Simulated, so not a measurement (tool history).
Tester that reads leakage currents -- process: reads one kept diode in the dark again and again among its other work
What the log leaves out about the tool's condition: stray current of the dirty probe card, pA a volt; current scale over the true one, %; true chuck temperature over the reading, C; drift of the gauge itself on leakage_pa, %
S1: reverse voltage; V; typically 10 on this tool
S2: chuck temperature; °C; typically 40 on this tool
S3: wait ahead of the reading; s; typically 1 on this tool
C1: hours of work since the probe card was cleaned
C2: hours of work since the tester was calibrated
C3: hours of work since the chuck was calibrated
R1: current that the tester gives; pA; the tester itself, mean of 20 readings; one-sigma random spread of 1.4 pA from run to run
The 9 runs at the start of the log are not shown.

run	day	S1	S2	S3	C1	C2	C3	R1
# day 39.479: chuck's temperature calibrated
10	39.725	10	58	1	1414	2265	3	1371.67
11	45.171	10	40	0.39	1483	2334	72	392.38
12	48.862	10	40	0.39	1530	2381	119	394.87
13	54.962	10.4	40	1	1607	2458	196	395.42
14	59.183	10	40	1	1661	2511	249	385.53
15	63.833	10	40	0.81	1719	2570	308	385.7
16	68.371	10	40	0.81	1777	2627	365	384.84
# day 69.725: chuck's temperature calibrated, once more
17	71.204	10	40	0.81	1812	2662	19	500.69
18	77.388	12.4	52	0.81	1890	2740	97	1284.78
19	81.221	12.4	47	1.33	1938	2789	145	909.72
20	84.717	4.2	29	3.16	1983	2833	190	139.16
21	88.967	4.2	29	3.16	2036	2887	243	138.14
22	93.1	4.2	29	3.16	2089	2939	296	138.29
# day 93.775: probe card cleaned and baked
23	97.512	4.2	29	3.16	47	2993	350	128.16
24	103.962	4.2	29	3.16	129	3075	432	127.03
25	107.117	4.2	29	3.16	169	3115	471	127.57
26	110.367	4.6	36	1	210	3156	513	231.11
27	115.979	4.6	36	1	281	3227	584	229.01
28	119.208	7	36	5.57	322	3268	624	283.96
29	123.792	4.8	24	7.71	380	3326	682	90.3
30	127.462	4.8	57	7.71	426	3372	729	1032.4
# day 129.55: tester calibrated
31	131.742	10	57	1	479	28	782	1488.03
32	135.517	1.8	53	1	527	75	830	463.68
33	140.971	1.8	53	1	596	144	899	463.69
34	145.983	1.8	53	1	659	208	962	459.57

Alternative continuations, all from the tool just after run 34; predict every row:
A	150.825	2.7	25	1.18	721	269	1023	?
B	150.825	1.4	20	1.39	721	269	1023	?
C	150.825	1.8	52	0.35	721	269	1023	?

run	R1
A	71.21
B	33.21
C	428.64
The same runs, with their run-to-run variation unchanged, on a tool lacking any hidden condition would have given:
run	R1
A	73.74
B	34.36
C	451.4
